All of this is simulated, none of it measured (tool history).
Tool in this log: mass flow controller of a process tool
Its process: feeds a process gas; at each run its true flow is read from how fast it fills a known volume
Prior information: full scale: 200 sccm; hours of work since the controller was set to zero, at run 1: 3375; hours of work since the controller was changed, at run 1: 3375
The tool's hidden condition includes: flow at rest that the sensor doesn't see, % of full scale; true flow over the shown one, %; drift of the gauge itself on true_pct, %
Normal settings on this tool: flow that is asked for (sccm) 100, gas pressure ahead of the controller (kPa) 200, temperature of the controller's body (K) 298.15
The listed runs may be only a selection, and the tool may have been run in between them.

run,day,flow that is asked for (sccm),gas pressure ahead of the controller (kPa),temperature of the controller's body (K),hours of work since the controller was set to zero,hours of work since the controller was changed,true flow (%)
1,0.000,100,200,298.15,3375,3375,100.13
2,4.671,100,200,295.15,3463,3463,100.60
3,9.738,100,200,295.15,3559,3559,100.40
4,12.967,100,200,298.15,3620,3620,100.17
5,17.996,100,200,298.15,3715,3715,100.24
6,20.929,42,200,298.15,3770,3770,99.12
7,24.862,100,200,298.15,3844,3844,100.37
8,28.812,100,200,298.15,3919,3919,100.25
9,31.683,100,200,312.15,3973,3973,98.68

Predict the results of run 10:
10,34.708,100,200,312.15,4031,4031,?

true flow (%): 98.56
With no hidden state in the tool, this same run would have given true flow (%) 97.19.

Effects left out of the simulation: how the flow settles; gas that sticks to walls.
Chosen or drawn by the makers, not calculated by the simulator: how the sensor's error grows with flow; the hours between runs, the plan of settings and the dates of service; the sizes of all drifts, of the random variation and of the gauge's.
